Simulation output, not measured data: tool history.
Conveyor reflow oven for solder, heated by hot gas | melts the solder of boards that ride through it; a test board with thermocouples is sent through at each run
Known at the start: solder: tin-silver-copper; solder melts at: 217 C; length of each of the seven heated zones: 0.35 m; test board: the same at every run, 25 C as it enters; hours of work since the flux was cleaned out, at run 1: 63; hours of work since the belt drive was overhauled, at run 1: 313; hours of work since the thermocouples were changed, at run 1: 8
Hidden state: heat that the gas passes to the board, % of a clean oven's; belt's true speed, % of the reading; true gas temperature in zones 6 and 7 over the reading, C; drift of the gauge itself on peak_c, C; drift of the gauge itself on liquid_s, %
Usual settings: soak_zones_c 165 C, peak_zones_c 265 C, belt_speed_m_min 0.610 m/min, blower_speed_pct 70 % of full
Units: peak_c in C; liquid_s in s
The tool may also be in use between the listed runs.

| run | hour | soak_zones_c | peak_zones_c | belt_speed_m_min | blower_speed_pct | hours of work since the flux was cleaned out | hours of work since the belt drive was overhauled | hours of work since the thermocouples were changed | peak_c | liquid_s |
|---|---|---|---|---|---|---|---|---|---|---|
| 1 | 0.0 | 165 | 265 | 0.610 | 70 | 63 | 313 | 8 | 251.4 | 49.2 |
| 2 | 48.7 | 165 | 265 | 0.610 | 90 | 89 | 339 | 34 | 253.8 | 51.9 |
| 3 | 89.3 | 165 | 265 | 0.610 | 70 | 111 | 361 | 56 | 251.2 | 49.6 |
| 4 | 123.6 | 151 | 265 | 0.610 | 70 | 130 | 380 | 75 | 249.2 | 44.6 |
| 5 | 177.9 | 165 | 265 | 0.610 | 70 | 159 | 409 | 104 | 250.5 | 49.4 |
| 6 | 239.5 | 165 | 265 | 0.610 | 70 | 192 | 442 | 137 | 251.5 | 48.8 |
| 7 | 269.8 | 165 | 265 | 0.610 | 60 | 208 | 459 | 154 | 248.9 | 47.4 |
|  | 299.3 | flux residue cleaned out of gas plates and filters |
| 8 | 312.9 | 157 | 265 | 0.610 | 70 | 7 | 479 | 174 | 250.4 | 46.8 |
| 9 | 363.7 | 177 | 265 | 0.610 | 70 | 35 | 507 | 202 | 252.4 | 54.7 |
|  | 373.4 | belt drive overhauled, speed set with a stopwatch |
| 10 | 435.4 | 177 | 265 | 0.610 | 70 | 71 | 33 | 238 | 253.4 | 54.3 |
| 11 | 470.3 | 177 | 275 | 0.610 | 70 | 90 | 52 | 257 | 261.7 | 59.5 |
| 12 | 534.8 | 165 | 265 | 0.586 | 70 | 125 | 87 | 292 | 252.0 | 52.6 |
| 13 | 586.4 | 165 | 265 | 0.610 | 70 | 153 | 115 | 320 | 250.4 | 49.3 |
| 14 | 643.3 | 161 | 265 | 0.610 | 70 | 184 | 146 | 350 | 249.6 | 48.1 |
|  | 715.9 | flux residue cleaned out of gas plates and filters |
| 15 | 715.9 | 161 | 265 | 0.610 | 70 | 0 | 182 | 387 | 250.8 | 48.5 |
| 16 | 762.2 | 161 | 265 | 0.610 | 70 | 25 | 207 | 412 | 250.4 | 48.1 |

The next listed run, before its measurement:
|  | 782.9 | belt drive overhauled, speed set with a stopwatch, once more |
| 17 | 818.5 | 165 | 265 | 0.567 | 51 | 53 | 19 | 440 | ? | ? |

Run 17 gave peak_c 249.1 C, liquid_s 51.1 s.
Without the tool's hidden state the same run would have given peak_c 250.9 C, liquid_s 52.5 s.
